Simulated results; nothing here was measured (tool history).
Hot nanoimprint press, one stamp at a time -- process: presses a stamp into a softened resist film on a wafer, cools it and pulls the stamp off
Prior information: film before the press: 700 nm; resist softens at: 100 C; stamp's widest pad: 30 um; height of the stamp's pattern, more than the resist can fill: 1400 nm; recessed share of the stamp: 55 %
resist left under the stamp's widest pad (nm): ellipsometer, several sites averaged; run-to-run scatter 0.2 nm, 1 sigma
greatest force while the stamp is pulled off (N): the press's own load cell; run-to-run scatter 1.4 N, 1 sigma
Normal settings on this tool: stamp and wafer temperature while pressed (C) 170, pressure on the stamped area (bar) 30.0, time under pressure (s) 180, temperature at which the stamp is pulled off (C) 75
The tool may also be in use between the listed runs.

run   hour  stamp and wafer temperature while pressed (C)  pressure on the stamped area (bar)  time under pressure (s)  temperature at which the stamp is pulled off (C)  resist left under the stamp's widest pad (nm)  greatest force while the stamp is pulled off (N)
  1    0.0                                            170                                30.0                      180                                                75                                          249.6                                               158
  2   16.0                                            170                                30.0                      180                                                75                                          249.7                                               154
  3   27.1                                            170                                30.0                      180                                                67                                          249.2                                               189
  4   39.4                                            170                                30.0                      180                                                75                                          249.1                                               156
  5   47.8                                            170                                30.0                      180                                                71                                          249.4                                               174
  6   65.4                                            170                                42.0                      180                                                71                                          207.8                                               172
  7   81.3                                            170                                42.0                      180                                                71                                          207.6                                               172
  8   89.5                                            170                                42.0                      180                                                71                                          207.5                                               170
  9  104.4                                            170                                42.0                      180                                                71                                          207.5                                               172
 10  119.6                                            170                                42.0                      180                                                71                                          206.9                                               173
 11  136.8                                            170                                42.0                      180                                                71                                          207.2                                               172
 12  149.1                                            170                                42.0                      180                                                71                                          207.3                                               172
 13  160.5                                            170                                42.0                      180                                                71                                          207.1                                               173
 14  173.8                                            170                                42.0                      180                                                71                                          207.0                                               176
 15  191.4                                            174                                39.5                      180                                                79                                          186.0                                               141
 16  200.1                                            174                                39.5                      180                                                79                                          185.6                                               142
 17  207.8                                            170                                35.1                      166                                                73                                          235.2                                               163
     217.0  -- stamp cleaned and given a new release coat
 18  222.4                                            170                                35.1                      166                                                73                                          235.1                                               163
 19  230.2                                            170                                35.1                      136                                                73                                          253.8                                               165
 20  241.7                                            174                                41.7                       96                                                63                                          230.8                                               203
 21  254.4                                            174                                41.7                       96                                                63                                          230.8                                               204
 22  271.4                                            166                                27.7                      180                                                76                                          297.9                                               150
 23  286.0                                            180                                30.0                      180                                                68                                          176.8                                               183
 24  295.2                                            177                                32.2                      231                                                77                                          169.4                                               148
 25  302.8                                            173                                30.0                      180                                                75                                          222.8                                               155
     308.3  -- plate thermocouple calibrated
 26  321.4                                            164                                30.0                      180                                                75                                          307.1                                               157
 27  332.2                                            179                                36.7                      180                                                75                                          163.0                                               156

Pick out some run-to-run changes in resist left under the stamp's widest pad (nm). Of each, how much would a tool without hidden state show as well, from the settings, what came in and chance, and how much is left for the hidden state and any gauge scatter not in both results compared?
Hidden conditions of the tool in this case: true temperature over the reading, C; pressure that arrives at the usual setting, %; grip of the stamp's worn release coat, % over a new coat's; drift of the gauge itself on residual_nm, %; drift of the gauge itself on pull_off_n, %.
Run 22 -> 23: stamp and wafer temperature while pressed (C) 166 -> 180, pressure on the stamped area (bar) 27.7 -> 30.0, temperature at which the stamp is pulled off (C) 76 -> 68. resist left under the stamp's widest pad (nm) -121.1: hidden state +0.8, all else -121.9.
Run 26 -> 27: stamp and wafer temperature while pressed (C) 164 -> 179, pressure on the stamped area (bar) 30.0 -> 36.7. resist left under the stamp's widest pad (nm) -144.1: hidden state +1.2, all else -145.3.
